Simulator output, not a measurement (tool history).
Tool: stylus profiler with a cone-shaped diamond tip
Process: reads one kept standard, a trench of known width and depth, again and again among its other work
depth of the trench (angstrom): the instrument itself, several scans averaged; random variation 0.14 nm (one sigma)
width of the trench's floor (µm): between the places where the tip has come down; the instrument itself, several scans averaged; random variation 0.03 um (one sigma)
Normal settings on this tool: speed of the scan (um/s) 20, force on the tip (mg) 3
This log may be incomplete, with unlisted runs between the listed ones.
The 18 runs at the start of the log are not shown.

run,hour,speed of the scan (um/s),force on the tip (mg),scans with this tip,hours of work since the height scale was calibrated,depth of the trench (angstrom),width of the trench's floor (µm)
19,861.5,20,3,10826,98,5022.9,43.22
20,906.2,20,3,11064,127,5021.2,43.09
# hour 925: height scale calibrated on a step standard, once more
21,936,29,5.79,11219,7,5068.4,43.12
22,964.7,15,3.88,11373,26,5055.6,43.05
23,1001.8,9,5.34,11570,50,5065,43.05
24,1051,33,1.07,11832,82,5019.6,42.84
25,1100.5,33,1.07,12096,114,5020.3,42.85
26,1168.1,33,1.07,12456,158,5020.1,42.84
27,1206.7,53,3.87,12661,183,5049.3,42.77
28,1254.4,41,3.87,12915,214,5048.7,42.74
# hour 1271.1: new tip fitted, height scale calibrated
29,1314.5,50,1.13,231,28,5024,45.45
30,1351,32,3.9,425,52,5051.1,45.53
31,1418.2,7,6.59,783,96,5073.6,45.51
32,1455.3,6,1,980,120,5020.8,45.36
33,1512.1,71,6,1283,156,5069.4,45.2
34,1572.8,71,6,1606,196,5070.2,45.1
35,1613.7,71,6,1824,223,5070.9,45.05
36,1657.4,28,6,2057,251,5069.9,45.05
37,1696.6,7,6,2265,276,5064.4,45.01
38,1738.5,23,3,2488,304,5038,44.97
39,1774.7,19,3,2681,327,5041.3,44.93

Forecast each of these 4 alternatives for the next run:
A,1832.3,36,5.35,2988,365,?,?
B,1832.3,12,5.86,2988,365,?,?
C,1832.3,49,1.11,2988,365,?,?
D,1832.3,10,3,2988,365,?,?

run,depth of the trench (angstrom),width of the trench's floor (µm)
A,5058.4,44.82
B,5064.7,44.86
C,5017.3,44.67
D,5037.3,44.82
Take away the tool's hidden state, keep each run's random variation, and the runs would have read:
run,depth of the trench (angstrom),width of the trench's floor (µm)
A,5064.8,45.58
B,5071.1,45.62
C,5023.7,45.44
D,5043.7,45.58

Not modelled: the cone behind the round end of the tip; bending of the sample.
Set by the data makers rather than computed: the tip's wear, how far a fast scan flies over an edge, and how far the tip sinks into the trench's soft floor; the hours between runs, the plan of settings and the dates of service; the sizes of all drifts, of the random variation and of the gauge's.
